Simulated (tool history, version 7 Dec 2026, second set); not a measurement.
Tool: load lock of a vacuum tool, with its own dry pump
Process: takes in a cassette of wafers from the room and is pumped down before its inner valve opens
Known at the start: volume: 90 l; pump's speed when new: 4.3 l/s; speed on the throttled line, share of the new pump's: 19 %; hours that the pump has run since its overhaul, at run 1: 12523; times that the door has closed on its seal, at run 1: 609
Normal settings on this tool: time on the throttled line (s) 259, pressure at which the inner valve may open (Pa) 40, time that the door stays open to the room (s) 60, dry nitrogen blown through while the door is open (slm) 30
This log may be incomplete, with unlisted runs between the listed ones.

run	hour	time on the throttled line (s)	pressure at which the inner valve may open (Pa)	time that the door stays open to the room (s)	dry nitrogen blown through while the door is open (slm)	hours that the pump has run since its overhaul	times that the door has closed on its seal	incoming humidity of the room's air, %	time from the closed door until the inner valve may open (s)	rise of the pressure with all valves shut (Pa/min)
1	0.0	259	40	60	30	12523	609	46.2	397.3	0.019
2	86.1	259	40	60	30	12609	860	46.7	397.7	0.016
3	161.5	185	40	60	30	12684	1080	44.5	341.0	0.020
4	237.0	185	40	60	30	12760	1300	43.5	339.0	0.019
5	298.2	185	40	60	30	12821	1478	43.8	340.9	0.013
6	390.4	259	40	60	30	12913	1747	45.5	397.2	0.016
# hour 435.4: dry pump taken out, an overhauled one fitted
7	473.0	259	40	60	30	38	1970	47.0	373.0	0.018
8	549.5	259	40	60	30	114	2193	42.1	371.4	0.019
9	610.9	259	40	60	5	176	2372	45.8	374.8	0.033
10	710.8	259	40	60	5	275	2663	49.1	375.7	0.029
11	804.6	259	40	60	5	369	2937	44.3	374.2	0.031
12	917.2	259	40	60	5	482	3265	47.2	370.4	0.033
13	1029.9	259	40	60	5	595	3593	45.8	376.1	0.030
14	1101.5	259	40	39	40	666	3802	46.3	373.7	0.018
15	1148.9	259	40	39	40	714	3940	48.5	373.7	0.017
16	1201.9	259	40	60	23	767	4095	48.3	375.9	0.028
17	1267.0	259	73	53	13	832	4285	42.1	367.2	0.019
18	1347.3	259	73	53	13	912	4519	49.1	360.8	0.031
19	1407.8	259	64	195	5	972	4695	48.1	369.0	0.045
20	1505.0	259	52	32	39	1070	4978	40.4	372.8	0.021
21	1582.0	259	52	32	39	1147	5203	44.3	367.6	0.014
22	1653.1	259	66	60	9	1218	5410	43.5	362.7	0.029
23	1715.4	259	66	60	9	1280	5592	46.4	364.7	0.033
24	1763.7	259	28	178	9	1328	5732	47.7	380.8	0.040
25	1860.4	259	28	178	9	1425	6014	44.1	382.7	0.040
26	1910.5	259	67	51	23	1475	6160	43.6	364.5	0.021

What if the next run were any one of these 4? Each begins from the tool's condition after run 26:
A	1979.4	259	44	60	30	1544	6361	46.0	?	?
B	1979.4	259	40	60	23	1544	6361	43.3	?	?
C	1979.4	259	45	82	8	1544	6361	48.4	?	?
D	1979.4	259	30	51	23	1544	6361	48.9	?	?

run	time from the closed door until the inner valve may open (s)	rise of the pressure with all valves shut (Pa/min)
A	370.7	0.025
B	375.8	0.023
C	377.8	0.034
D	383.7	0.027
Had the tool no hidden state, the same runs would have come out as:
run	time from the closed door until the inner valve may open (s)	rise of the pressure with all valves shut (Pa/min)
A	370.0	0.019
B	375.0	0.018
C	377.0	0.029
D	382.9	0.022

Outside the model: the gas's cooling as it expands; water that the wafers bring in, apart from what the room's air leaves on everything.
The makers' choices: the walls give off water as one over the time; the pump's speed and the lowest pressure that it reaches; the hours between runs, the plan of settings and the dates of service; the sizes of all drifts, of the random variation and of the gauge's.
